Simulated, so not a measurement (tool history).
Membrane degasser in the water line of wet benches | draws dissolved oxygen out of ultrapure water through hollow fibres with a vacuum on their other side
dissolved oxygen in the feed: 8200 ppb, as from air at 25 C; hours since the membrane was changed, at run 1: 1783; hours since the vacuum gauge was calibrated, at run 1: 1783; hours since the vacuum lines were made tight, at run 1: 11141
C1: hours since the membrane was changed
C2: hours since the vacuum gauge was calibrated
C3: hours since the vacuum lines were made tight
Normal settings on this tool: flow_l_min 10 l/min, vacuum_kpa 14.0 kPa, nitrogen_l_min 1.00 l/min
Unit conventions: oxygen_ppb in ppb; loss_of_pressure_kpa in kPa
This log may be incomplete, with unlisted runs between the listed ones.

Run 1, hour 0.0: usual settings; C1 1783; C2 1783; C3 11141. Result: oxygen_ppb 273.5 ppb, loss_of_pressure_kpa 43.74 kPa.
Run 2, hour 165.0: usual settings; C1 1948; C2 1948; C3 11306. Result: oxygen_ppb 279.4 ppb, loss_of_pressure_kpa 44.08 kPa.
Run 3, hour 254.2: usual settings; C1 2037; C2 2037; C3 11395. Result: oxygen_ppb 284.4 ppb, loss_of_pressure_kpa 43.29 kPa.
Run 4, hour 391.3: usual settings; C1 2174; C2 2174; C3 11532. Result: oxygen_ppb 281.8 ppb, loss_of_pressure_kpa 43.45 kPa.
Run 5, hour 531.2: usual settings but nitrogen_l_min 2.75 l/min; C1 2314; C2 2314; C3 11672. Result: oxygen_ppb 119.0 ppb, loss_of_pressure_kpa 44.11 kPa.
Run 6, hour 716.2: usual settings; C1 2499; C2 2499; C3 11857. Result: oxygen_ppb 279.1 ppb, loss_of_pressure_kpa 43.44 kPa.
Run 7, hour 877.6: usual settings; C1 2660; C2 2660; C3 12018. Result: oxygen_ppb 283.1 ppb, loss_of_pressure_kpa 43.92 kPa.
Run 8, hour 958.8: usual settings but vacuum_kpa 10.6 kPa, nitrogen_l_min 2.01 l/min; C1 2741; C2 2741; C3 12100. Result: oxygen_ppb 111.7 ppb, loss_of_pressure_kpa 43.92 kPa.
Run 9, hour 1148.2: usual settings but vacuum_kpa 10.6 kPa, nitrogen_l_min 2.01 l/min; C1 2931; C2 2931; C3 12289. Result: oxygen_ppb 114.2 ppb, loss_of_pressure_kpa 44.05 kPa.
Run 10, hour 1255.2: usual settings but vacuum_kpa 10.6 kPa, nitrogen_l_min 2.01 l/min; C1 3038; C2 3038; C3 12396. Result: oxygen_ppb 111.6 ppb, loss_of_pressure_kpa 43.83 kPa.
Run 11, hour 1355.5: usual settings but vacuum_kpa 10.6 kPa, nitrogen_l_min 2.01 l/min; C1 3138; C2 3138; C3 12496. Result: oxygen_ppb 112.1 ppb, loss_of_pressure_kpa 43.84 kPa.
Run 12, hour 1495.1: usual settings but flow_l_min 9 l/min, vacuum_kpa 34.5 kPa, nitrogen_l_min 1.80 l/min; C1 3278; C2 3278; C3 12636. Result: oxygen_ppb 409.3 ppb, loss_of_pressure_kpa 39.99 kPa.

Below are 3 alternative next runs, each starting from the tool's condition after run 12. Predict each:
Run A, hour 1622.4: usual settings but nitrogen_l_min 0.70 l/min; C1 3405; C2 3405; C3 12763. Result: oxygen_ppb ?, loss_of_pressure_kpa ?.
Run B, hour 1622.4: usual settings but flow_l_min 7 l/min, vacuum_kpa 34.1 kPa, nitrogen_l_min 2.35 l/min; C1 3405; C2 3405; C3 12763. Result: oxygen_ppb ?, loss_of_pressure_kpa ?.
Run C, hour 1622.4: usual settings but flow_l_min 6 l/min, vacuum_kpa 22.8 kPa; C1 3405; C2 3405; C3 12763. Result: oxygen_ppb ?, loss_of_pressure_kpa ?.

run  oxygen_ppb  loss_of_pressure_kpa
  A       380.8                 44.18
  B       253.6                 30.72
  C       315.9                 26.32
Take away the tool's hidden state, keep each run's random variation, and the runs would have read:
run  oxygen_ppb  loss_of_pressure_kpa
  A       357.9                 43.58
  B       225.5                 30.30
  C       279.2                 25.96
